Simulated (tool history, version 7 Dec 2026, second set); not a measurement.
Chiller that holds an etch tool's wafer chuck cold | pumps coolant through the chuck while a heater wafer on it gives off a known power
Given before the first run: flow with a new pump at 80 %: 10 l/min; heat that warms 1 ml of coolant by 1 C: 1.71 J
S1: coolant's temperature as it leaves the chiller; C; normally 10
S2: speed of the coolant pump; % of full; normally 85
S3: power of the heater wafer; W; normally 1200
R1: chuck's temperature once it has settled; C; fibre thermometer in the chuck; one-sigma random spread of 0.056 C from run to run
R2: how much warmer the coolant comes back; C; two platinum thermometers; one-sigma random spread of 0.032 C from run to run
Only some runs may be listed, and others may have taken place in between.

run	day	S1	S2	S3	R1	R2
1	0	10	85	1200	18.1	3.92
2	1.683	8	85	1200	16.06	4
3	3.212	10	85	778	15.22	2.61
4	4.792	10	85	778	15.03	2.58
5	6.283	10	85	778	15.1	2.65
6	7.175	10	85	778	15.11	2.55
7	8.446	10	85	778	15.12	2.61
8	10.121	10	85	778	15.09	2.59
9	11.642	10	97	778	14.65	2.26
10	13.229	10	97	778	14.7	2.29
11	14.383	10	85	1200	18.09	4.06
12	15.642	10	85	1200	18.16	4.01
13	16.367	10	85	1200	18.12	4.04
14	17.829	10	85	1200	18.18	4.05
15	19.546	10	85	1200	18.11	4.02
16	21.1	10	85	1200	18.19	4.04
17	21.921	12	87	1129	19.52	3.7
18	22.867	13	66	1129	22.13	4.95
19	24.179	13	66	1129	22.12	5

What does the tool deliver on the next run?
20	25.738	13	71	1129	?	?

Run 20 came out at R1 21.67 C, R2 4.61 C.
With no hidden state in the tool, this same run would have given R1 21.58 C, R2 4.48 C.
